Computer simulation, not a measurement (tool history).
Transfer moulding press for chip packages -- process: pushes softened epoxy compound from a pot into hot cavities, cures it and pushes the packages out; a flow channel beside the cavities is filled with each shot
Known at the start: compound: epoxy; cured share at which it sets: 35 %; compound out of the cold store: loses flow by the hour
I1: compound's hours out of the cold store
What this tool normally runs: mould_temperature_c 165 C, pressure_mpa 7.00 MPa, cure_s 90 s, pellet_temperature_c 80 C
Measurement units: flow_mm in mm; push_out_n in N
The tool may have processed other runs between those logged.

run 1 hour=0.0 | mould_temperature_c=165 pressure_mpa=7.00 cure_s=90 pellet_temperature_c=80 | I1=45.7 | flow_mm=836 push_out_n=392
run 2 hour=7.3 | mould_temperature_c=165 pressure_mpa=7.00 cure_s=90 pellet_temperature_c=78 | I1=31.9 | flow_mm=885 push_out_n=399
run 3 hour=21.3 | mould_temperature_c=165 pressure_mpa=7.00 cure_s=90 pellet_temperature_c=78 | I1=19.7 | flow_mm=926 push_out_n=405
run 4 hour=28.5 | mould_temperature_c=165 pressure_mpa=7.00 cure_s=90 pellet_temperature_c=78 | I1=29.4 | flow_mm=890 push_out_n=409
run 5 hour=37.9 | mould_temperature_c=165 pressure_mpa=7.00 cure_s=90 pellet_temperature_c=78 | I1=47.6 | flow_mm=828 push_out_n=398
run 6 hour=46.5 | mould_temperature_c=165 pressure_mpa=7.00 cure_s=90 pellet_temperature_c=74 | I1=15.7 | flow_mm=943 push_out_n=417
run 7 hour=52.1 | mould_temperature_c=163 pressure_mpa=7.00 cure_s=90 pellet_temperature_c=87 | I1=37.3 | flow_mm=869 push_out_n=410
run 8 hour=59.3 | mould_temperature_c=166 pressure_mpa=5.24 cure_s=71 pellet_temperature_c=72 | I1=47.4 | flow_mm=717 push_out_n=501
run 9 hour=73.2 | mould_temperature_c=170 pressure_mpa=5.25 cure_s=127 pellet_temperature_c=81 | I1=29.2 | flow_mm=756 push_out_n=355
run 10 hour=85.4 | mould_temperature_c=170 pressure_mpa=5.25 cure_s=127 pellet_temperature_c=81 | I1=32.4 | flow_mm=746 push_out_n=379
run 11 hour=91.5 | mould_temperature_c=170 pressure_mpa=5.25 cure_s=127 pellet_temperature_c=81 | I1=15.3 | flow_mm=796 push_out_n=356
run 12 hour=103.1 | mould_temperature_c=170 pressure_mpa=5.25 cure_s=127 pellet_temperature_c=81 | I1=29.0 | flow_mm=756 push_out_n=373

Not shown: 1 entry that the log had between the listed runs. Between which runs, and how does the tool's hidden state differ before and after?
From run 8 to run 9: cavities cleaned with cleaning compound and waxed (hour 63.2)
  pressure that reaches the compound, % of what is set: 99.83 -> 99.82; grip of the stained cavities, % over clean ones': 1.5 -> 0.3
